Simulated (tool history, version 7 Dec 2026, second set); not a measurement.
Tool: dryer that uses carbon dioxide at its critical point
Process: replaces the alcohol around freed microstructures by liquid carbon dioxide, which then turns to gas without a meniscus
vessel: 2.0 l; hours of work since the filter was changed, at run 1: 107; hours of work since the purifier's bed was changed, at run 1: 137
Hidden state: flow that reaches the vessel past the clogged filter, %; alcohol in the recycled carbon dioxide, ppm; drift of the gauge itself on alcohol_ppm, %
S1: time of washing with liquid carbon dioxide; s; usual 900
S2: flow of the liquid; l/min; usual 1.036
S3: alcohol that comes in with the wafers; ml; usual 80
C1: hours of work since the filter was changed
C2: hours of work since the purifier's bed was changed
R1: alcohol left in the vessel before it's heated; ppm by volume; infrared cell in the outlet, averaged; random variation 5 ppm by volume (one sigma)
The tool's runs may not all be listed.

run 1 hour=0.0 | S1=900 S2=1.036 S3=80 | C1=107 C2=137 | R1=47
run 2 hour=8.9 | S1=900 S2=1.036 S3=80 | C1=111 C2=141 | R1=51
run 3 hour=28.2 | S1=900 S2=1.036 S3=80 | C1=118 C2=148 | R1=50
run 4 hour=48.8 | S1=1200 S2=1.036 S3=80 | C1=127 C2=157 | R1=26
run 5 hour=63.1 | S1=1200 S2=1.036 S3=80 | C1=133 C2=163 | R1=25
run 6 hour=76.0 | S1=1200 S2=1.036 S3=80 | C1=138 C2=168 | R1=30
run 7 hour=93.8 | S1=1200 S2=1.036 S3=80 | C1=145 C2=175 | R1=32
run 8 hour=105.2 | S1=1200 S2=1.036 S3=80 | C1=150 C2=180 | R1=33
run 9 hour=114.2 | S1=960 S2=1.180 S3=80 | C1=153 C2=183 | R1=35
run 10 hour=128.2 | S1=840 S2=0.840 S3=53 | C1=159 C2=189 | R1=135
run 11 hour=146.4 | S1=1260 S2=1.400 S3=59 | C1=166 C2=196 | R1=32
run 12 hour=160.1 | S1=1260 S2=1.400 S3=59 | C1=172 C2=202 | R1=29
run 13 hour=180.4 | S1=1200 S2=0.700 S3=107 | C1=180 C2=210 | R1=117
run 14 hour=198.8 | S1=1200 S2=0.700 S3=36 | C1=187 C2=218 | R1=59
run 15 hour=217.6 | S1=1020 S2=0.630 S3=43 | C1=195 C2=225 | R1=186

Forecast each of these 4 alternatives for the next run:
run A hour=237.3 | S1=1020 S2=0.730 S3=43 | C1=203 C2=233 | R1=?
run B hour=237.3 | S1=900 S2=1.300 S3=43 | C1=203 C2=233 | R1=?
run C hour=237.3 | S1=1020 S2=0.630 S3=63 | C1=203 C2=233 | R1=?
run D hour=237.3 | S1=900 S2=1.070 S3=80 | C1=203 C2=233 | R1=?

run=A R1=110
run=B R1=33
run=C R1=249
run=D R1=70
Without the tool's hidden state the same runs would have given:
run=A R1=52
run=B R1=0
run=C R1=148
run=D R1=24

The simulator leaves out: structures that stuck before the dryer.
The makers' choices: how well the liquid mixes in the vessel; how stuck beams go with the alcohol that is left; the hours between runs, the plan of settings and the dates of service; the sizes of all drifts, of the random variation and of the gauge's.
